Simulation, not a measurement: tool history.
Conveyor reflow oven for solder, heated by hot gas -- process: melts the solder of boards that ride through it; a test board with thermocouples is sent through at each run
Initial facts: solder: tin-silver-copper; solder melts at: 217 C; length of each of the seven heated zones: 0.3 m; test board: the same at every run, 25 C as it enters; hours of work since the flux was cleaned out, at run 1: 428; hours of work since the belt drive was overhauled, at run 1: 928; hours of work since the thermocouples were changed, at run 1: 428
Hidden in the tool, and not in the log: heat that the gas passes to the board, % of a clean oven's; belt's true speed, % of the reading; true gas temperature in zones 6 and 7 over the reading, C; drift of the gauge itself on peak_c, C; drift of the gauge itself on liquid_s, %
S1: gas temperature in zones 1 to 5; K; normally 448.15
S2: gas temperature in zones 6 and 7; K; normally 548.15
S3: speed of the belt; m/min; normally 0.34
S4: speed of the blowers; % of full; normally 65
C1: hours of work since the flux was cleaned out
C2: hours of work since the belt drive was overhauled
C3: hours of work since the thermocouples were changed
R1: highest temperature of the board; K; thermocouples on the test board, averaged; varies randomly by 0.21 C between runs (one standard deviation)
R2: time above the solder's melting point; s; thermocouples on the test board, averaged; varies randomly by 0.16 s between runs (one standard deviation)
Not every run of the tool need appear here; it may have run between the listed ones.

Run 1, hour 0: usual settings; C1 428; C2 928; C3 428. Result: R1 534.35 K, R2 88 s.
At hour 45.8: flux residue cleaned out of gas plates and filters.
Run 2, hour 51.3: usual settings; C1 4; C2 959; C3 460. Result: R1 533.95 K, R2 88.4 s.
Run 3, hour 92.5: usual settings but S1 446.15 K; C1 32; C2 987; C3 487. Result: R1 533.75 K, R2 86.9 s.
Run 4, hour 151.6: usual settings but S1 446.15 K; C1 71; C2 1027; C3 527. Result: R1 533.85 K, R2 87.1 s.
At hour 180.4: thermocouples of zones 6 and 7 changed.
Run 5, hour 194.3: usual settings but S1 446.15 K; C1 99; C2 1054; C3 9. Result: R1 533.75 K, R2 87 s.
Run 6, hour 266.1: usual settings; C1 147; C2 1103; C3 58. Result: R1 534.45 K, R2 88.1 s.
Run 7, hour 308.6: usual settings but S1 463.15 K; C1 176; C2 1131; C3 87. Result: R1 536.45 K, R2 97.5 s.
Run 8, hour 371.2: usual settings but S1 459.15 K; C1 218; C2 1173; C3 129. Result: R1 535.75 K, R2 95 s.
At hour 392.6: belt drive overhauled, speed set with a stopwatch.
Run 9, hour 415.6: usual settings but S1 454.15 K; C1 246; C2 16; C3 156. Result: R1 535.25 K, R2 91.5 s.
Run 10, hour 465.2: usual settings but S1 454.15 K; C1 279; C2 49; C3 190. Result: R1 535.35 K, R2 92 s.
Run 11, hour 507.8: usual settings but S1 454.15 K; C1 308; C2 78; C3 218. Result: R1 535.15 K, R2 91.8 s.
Run 12, hour 543.8: usual settings but S1 454.15 K; C1 332; C2 102; C3 243. Result: R1 535.05 K, R2 91.5 s.
Run 13, hour 607.1: usual settings; C1 375; C2 145; C3 285. Result: R1 534.45 K, R2 88 s.
Run 14, hour 650.9: usual settings; C1 404; C2 174; C3 315. Result: R1 534.15 K, R2 87.7 s.
At hour 731.2: flux residue cleaned out of gas plates and filters.
Run 15, hour 731.2: usual settings; C1 0; C2 225; C3 366. Result: R1 534.35 K, R2 88.3 s.
Run 16, hour 809.7: usual settings but S1 436.15 K, S2 559.15 K, S3 0.339 m/min; C1 53; C2 278; C3 419. Result: R1 542.75 K, R2 89.2 s.
Run 17, hour 848.8: usual settings but S1 436.15 K, S2 559.15 K, S3 0.339 m/min, S4 80 % of full; C1 79; C2 305; C3 445. Result: R1 546.25 K, R2 92.1 s.
Run 18, hour 927.3: usual settings but S1 458.15 K, S2 559.15 K, S3 0.339 m/min, S4 51 % of full; C1 132; C2 358; C3 498. Result: R1 541.65 K, R2 98.1 s.
At hour 998.2: thermocouples of zones 6 and 7 changed.
Run 19, hour 1008.2: usual settings but S2 544.15 K, S4 70 % of full; C1 186; C2 411; C3 7. Result: R1 531.95 K, R2 86.4 s.
Run 20, hour 1072.6: usual settings but S1 436.15 K, S2 547.15 K, S3 0.393 m/min, S4 57 % of full; C1 229; C2 454; C3 50. Result: R1 523.55 K, R2 60.9 s.

Run 21, settings as shown, results not yet in. Your forecast:
Run 21, hour 1139.1: usual settings but S2 547.15 K; C1 274; C2 499; C3 95. Result: R1 ?, R2 ?.

{"run 21": {"R1": 533.45, "R2": 87.2}}
Without the tool's hidden state the same run would have given R1 533.55 K, R2 87.2 s.
